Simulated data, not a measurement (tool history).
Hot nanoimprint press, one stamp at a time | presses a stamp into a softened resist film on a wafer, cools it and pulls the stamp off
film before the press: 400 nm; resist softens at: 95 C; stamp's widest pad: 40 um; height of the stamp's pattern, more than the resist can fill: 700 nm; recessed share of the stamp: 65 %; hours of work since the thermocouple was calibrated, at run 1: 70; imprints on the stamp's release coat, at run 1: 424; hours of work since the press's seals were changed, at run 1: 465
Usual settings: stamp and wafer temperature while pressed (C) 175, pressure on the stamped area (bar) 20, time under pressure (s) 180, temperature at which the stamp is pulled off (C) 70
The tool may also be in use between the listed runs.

run    hour  stamp and wafer temperature while pressed (C)  pressure on the stamped area (bar)  time under pressure (s)  temperature at which the stamp is pulled off (C)  hours of work since the thermocouple was calibrated  imprints on the stamp's release coat  hours of work since the press's seals were changed  resist left under the stamp's widest pad (Å)  greatest force while the stamp is pulled off (N)
  1       0                                            175                                  20                      180                                                70                                                   70                                   424                                                 465                                          1883                                               221
  2    43.1                                            175                                  20                      180                                                70                                                   89                                   538                                                 484                                          1913                                               214
  3   117.9                                            175                                  20                      180                                                70                                                  122                                   737                                                 517                                          1901                                               226
  4   194.7                                            175                                  20                      180                                                70                                                  156                                   941                                                 550                                          1906                                               226
  5   247.2                                            175                                  20                      180                                                78                                                  179                                  1081                                                 574                                          1891                                               179
  6   299.9                                            175                                  20                      180                                                78                                                  202                                  1221                                                 597                                          1915                                               181
  7   367.7                                            175                                  20                      133                                                70                                                  232                                  1401                                                 627                                          2086                                               216
  8   458.9                                            175                                  20                      180                                                70                                                  273                                  1643                                                 667                                          1918                                               216
      485.6  -- stamp cleaned and given a new release coat
  9   510.3                                            175                                  20                      180                                                70                                                  292                                    66                                                 687                                          1894                                               215
      531.4  -- press's hydraulic seals changed and the load cell set to zero
 10   566.9                                            175                                  20                      180                                                70                                                  314                                   195                                                  16                                          1906                                               222
 11   631.8                                            175                                  20                      180                                                70                                                  343                                   367                                                  44                                          1897                                               217
 12   685.6                                            175                                  20                      180                                                70                                                  366                                   510                                                  68                                          1903                                               212
 13   769.6                                            175                                  20                      180                                                70                                                  403                                   733                                                 105                                          1880                                               222
      823.7  -- plate thermocouple calibrated
 14   823.7                                            175                                19.8                      180                                                70                                                    0                                   869                                                 127                                          1912                                               216
 15   896.7                                            175                                  20                      180                                                70                                                   32                                  1063                                                 160                                          1889                                               225
 16   941.5                                            175                                13.3                      180                                                69                                                   52                                  1182                                                 179                                          2334                                               215
 17  1005.6                                            175                                16.4                       97                                                70                                                   80                                  1352                                                 208                                          2499                                               218
 18  1058.3                                            184                                21.8                      272                                                64                                                  103                                  1493                                                 231                                          1159                                               242
     1140.1  -- stamp cleaned and given a new release coat
 19  1140.1                                            184                                21.8                      272                                                64                                                  137                                     0                                                 264                                          1157                                               240
 20    1208                                            171                                22.1                      201                                                70                                                  167                                   180                                                 294                                          1997                                               219
 21  1264.2                                            166                                  20                      193                                                70                                                  192                                   330                                                 319                                          2507                                               214
 22  1344.2                                            163                                  20                      180                                                74                                                  227                                   542                                                 354                                          2768                                               197
 23  1410.6                                            163                                19.5                      195                                                74                                                  256                                   718                                                 384                                          2745                                               195
 24  1507.4                                            175                                28.1                      180                                                70                                                  299                                   976                                                 426                                          1583                                               211
 25  1560.6                                            175                                28.1                      180                                                70                                                  322                                  1117                                                 450                                          1601                                               220
 26  1631.1                                            175                                  20                      189                                                70                                                  353                                  1304                                                 481                                          1888                                               225
 27  1714.8                                            185                                12.3                      144                                                70                                                  390                                  1527                                                 518                                          1915                                               213
     1783.9  -- stamp cleaned and given a new release coat
     1807.3  -- plate thermocouple calibrated
 28  1816.2                                            185                                12.3                      144                                                69                                                    4                                    78                                                 558                                          1917                                               223
 29  1859.2                                            185                                12.3                      144                                                69                                                   23                                   192                                                 577                                          1946                                               212

Forecast each of these 3 alternatives for the next run:
  A  1908.8                                            175                                  13                      241                                                67                                                   45                                   324                                                 599                                             ?                                                 ?
  B  1908.8                                            177                                14.2                      133                                                69                                                   45                                   324                                                 599                                             ?                                                 ?
  C  1908.8                                            175                                26.1                      180                                                70                                                   45                                   324                                                 599                                             ?                                                 ?

run  resist left under the stamp's widest pad (Å)  greatest force while the stamp is pulled off (N)
  A                                          2151                                               225
  B                                          2349                                               223
  C                                          1645                                               214
Without the tool's hidden state the same runs would have given:
run  resist left under the stamp's widest pad (Å)  greatest force while the stamp is pulled off (N)
  A                                          2149                                               224
  B                                          2347                                               223
  C                                          1643                                               214

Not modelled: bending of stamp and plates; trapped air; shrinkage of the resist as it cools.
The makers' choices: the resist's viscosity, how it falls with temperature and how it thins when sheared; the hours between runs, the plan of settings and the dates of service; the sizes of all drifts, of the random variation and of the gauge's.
